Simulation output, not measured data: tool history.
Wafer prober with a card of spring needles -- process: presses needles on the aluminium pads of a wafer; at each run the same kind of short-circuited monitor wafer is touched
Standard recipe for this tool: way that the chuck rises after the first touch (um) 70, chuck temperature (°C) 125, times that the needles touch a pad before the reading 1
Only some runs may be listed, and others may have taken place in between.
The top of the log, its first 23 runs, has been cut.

run,hour,way that the chuck rises after the first touch (um),chuck temperature (°C),times that the needles touch a pad before the reading,resistance of one needle with its contact and lead (mohm),way that a needle slides on the pad (um)
24,162.8,65,61,3,271,13.262
# hour 168.2: tips cleaned on abrasive film
25,168.4,80,59,2,269,16.315
26,174.8,80,56,2,268,16.325
27,183.7,80,56,2,265,16.304
# hour 186.8: tips cleaned on abrasive film
28,189.4,80,29,1,264,16.293
29,199.3,63,25,2,261,12.813
30,203.7,60,116,2,287,12.19
# hour 205.1: tips cleaned on abrasive film
31,212.6,60,116,2,288,12.186
# hour 216.2: height of the first contact set anew
32,220.5,77,116,2,283,15.647
# hour 223.8: tips cleaned on abrasive film
33,225,87,121,1,283,17.655
34,232.5,71,109,2,284,14.393

Alternative continuations, all from the tool just after run 34; predict every row:
A,237.9,70,54,1,?,?
B,237.9,57,109,2,?,?
C,237.9,51,74,2,?,?
D,237.9,82,34,1,?,?

run,resistance of one needle with its contact and lead (mohm),way that a needle slides on the pad (um)
A,267,14.216
B,286,11.573
C,278,10.33
D,262,16.625
Without the tool's hidden state the same runs would have given:
run,resistance of one needle with its contact and lead (mohm),way that a needle slides on the pad (um)
A,266,14.511
B,285,11.813
C,276,10.545
D,261,16.969
